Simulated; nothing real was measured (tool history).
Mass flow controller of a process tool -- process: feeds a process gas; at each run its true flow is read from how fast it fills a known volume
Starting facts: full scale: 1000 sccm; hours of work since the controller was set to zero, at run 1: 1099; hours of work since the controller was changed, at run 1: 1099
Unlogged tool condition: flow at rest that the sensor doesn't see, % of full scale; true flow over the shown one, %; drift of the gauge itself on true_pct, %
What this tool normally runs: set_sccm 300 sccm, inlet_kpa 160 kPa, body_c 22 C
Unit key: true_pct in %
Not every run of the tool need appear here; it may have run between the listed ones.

run	hour	set_sccm	inlet_kpa	body_c	hours of work since the controller was set to zero	hours of work since the controller was changed	true_pct
1	0	300	160	22	1099	1099	98.76
2	60.2	300	160	24	1119	1119	98.81
3	106.9	300	160	24	1135	1135	98.63
4	179.9	300	160	24	1159	1159	98.41
5	217.9	300	160	22	1172	1172	98
6	296.1	300	160	22	1198	1198	97.7
7	333.8	300	160	22	1211	1211	97.49
8	406.7	300	160	22	1236	1236	97.27
9	483.1	300	160	22	1261	1261	97.07
10	518.8	300	160	22	1274	1274	96.95
11	573.1	300	160	22	1292	1292	96.72
12	651.7	300	160	22	1318	1318	96.41
13	734.1	300	160	22	1346	1346	96.13
# hour 811: gauge calibrated
14	811	300	160	22	1372	1372	98.88
15	871.2	300	160	22	1392	1392	98.61
16	935	300	160	21	1414	1414	98.38
17	972.1	669	160	22	1426	1426	98.64
18	1049.9	669	160	22	1453	1453	98.38
19	1120.2	515	160	22	1476	1476	97.98
20	1177.6	515	160	22	1496	1496	97.88
21	1233	515	160	22	1514	1514	97.56
22	1293.3	515	160	22	1535	1535	97.4
23	1344.6	300	160	22	1552	1552	96.77
24	1406.3	300	160	22	1573	1573	96.49
25	1468	205	210	21	1593	1593	96.23
26	1528	205	210	21	1614	1614	96.15
27	1583.3	205	210	21	1632	1632	95.72
28	1658.9	118	140	21	1658	1658	95.34
29	1717.5	865	145	22	1678	1678	96.07
30	1791.7	865	145	28	1703	1703	96.58
31	1852	300	181	22	1723	1723	95.17
32	1910.4	298	268	22	1743	1743	94.98
33	1967.8	298	268	22	1762	1762	94.65
34	2043.4	147	161	22	1787	1787	94.13
# hour 2073.4: gauge calibrated
35	2086.5	300	143	35	1802	1802	99.97
36	2126.5	378	147	29	1815	1815	99.33
37	2199.4	378	147	29	1840	1840	99.12
38	2270.4	399	174	22	1864	1864	98.21
39	2328.6	300	231	26	1884	1884	98.38
40	2376.7	300	231	26	1900	1900	98.11
41	2445.6	245	231	32	1923	1923	98.27
42	2508.3	787	228	26	1944	1944	98.29
43	2578.7	787	228	26	1968	1968	98
44	2615.9	787	228	26	1980	1980	97.93
45	2697.8	787	228	26	2008	2008	97.62
46	2738	787	228	26	2022	2022	97.37
47	2773.8	319	280	20	2034	2034	96.26

Hidden condition of the tool, last listed run before each entry between runs versus first listed run after:
Between runs 13 and 14: gauge calibrated (hour 811)
  drift of the gauge itself on true_pct, %: -2.7 -> 0
  the result without the hidden state subtracted from the measured one, true_pct: -2.67 -> +0 %
Between runs 34 and 35: gauge calibrated (hour 2073.4)
  drift of the gauge itself on true_pct, %: -4.54 -> -0.05
  the result without the hidden state subtracted from the measured one, true_pct: -4.48 -> -0.05 %

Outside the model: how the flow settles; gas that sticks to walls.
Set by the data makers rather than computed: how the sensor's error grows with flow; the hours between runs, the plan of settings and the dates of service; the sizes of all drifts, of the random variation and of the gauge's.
